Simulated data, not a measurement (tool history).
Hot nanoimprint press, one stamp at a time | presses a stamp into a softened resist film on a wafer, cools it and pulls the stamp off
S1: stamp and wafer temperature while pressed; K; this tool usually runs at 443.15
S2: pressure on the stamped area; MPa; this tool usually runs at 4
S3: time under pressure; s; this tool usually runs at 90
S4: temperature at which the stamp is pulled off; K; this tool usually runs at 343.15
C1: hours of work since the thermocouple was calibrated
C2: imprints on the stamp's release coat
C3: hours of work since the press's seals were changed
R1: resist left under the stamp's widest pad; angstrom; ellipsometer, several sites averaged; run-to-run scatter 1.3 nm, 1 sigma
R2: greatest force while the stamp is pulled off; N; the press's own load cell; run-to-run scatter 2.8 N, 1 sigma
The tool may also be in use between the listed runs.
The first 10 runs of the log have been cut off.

run   hour      S1    S2  S3      S4   C1    C2   C3    R1   R2
 11   76.9  448.15     4  74  343.15  559   934  146  2200  129
 12   87.8  443.15     4  90  343.15  567   994  154  2543  133
 13   98.4  443.15     4  90  343.15  576  1053  162  2521  127
 14  103.5  443.15     4  90  343.15  580  1081  166  2553  134
 15  112.3  443.15     4  96  343.15  587  1130  173  2479  136
 16  119.5  433.15  4.26  54  341.15  592  1169  179  4076  141
 17  124.7  443.15     4  60  347.15  596  1198  183  2934  121
     128.7  -- plate thermocouple calibrated
 18  133.8  443.15     4  60  347.15    4  1232  188  2955  118
 19    139  443.15     4  90  340.15    8  1261  192  2555  137
 20    149  443.15     4  90  340.15   16  1316  199  2545  139
 21  154.3  443.15     4  90  340.15   20  1345  203  2526  129
 22  164.1  452.15     4  90  337.15   28  1400  211  1721  144
 23  172.7  439.15  3.66  60  333.15   34  1447  218  3499  154
 24  178.9  445.15  3.66  60  340.15   39  1481  223  2795  136
 25    188  452.15  6.16  46  338.15   46  1531  230  1838  141
 26    198  443.15  4.05  90  343.15   54  1587  237  2555  129
 27  206.6  436.15  4.07  90  342.15   61  1634  244  3356  134
 28  213.4  446.15  2.87  76  343.15   66  1672  249  2760  134
 29  221.8  445.15  4.03  54  344.15   72  1718  256  2796  129
 30  232.1  445.15  4.03  54  344.15   80  1775  264  2809  128

What if the next run were any one of these 3? Each begins from the tool's condition after run 30:
  A  242.3  451.15  3.53   54  334.15  88  1832  272   ?   ?
  B  242.3  443.15  3.51  132  343.15  88  1832  272   ?   ?
  C  242.3  443.15  2.68   48  336.15  88  1832  272   ?   ?

run    R1   R2
  A  2341  147
  B  2372  135
  C  3610  143
With no hidden state in the tool, these same runs would have given:
run    R1   R2
  A  2295  146
  B  2325  134
  C  3539  141
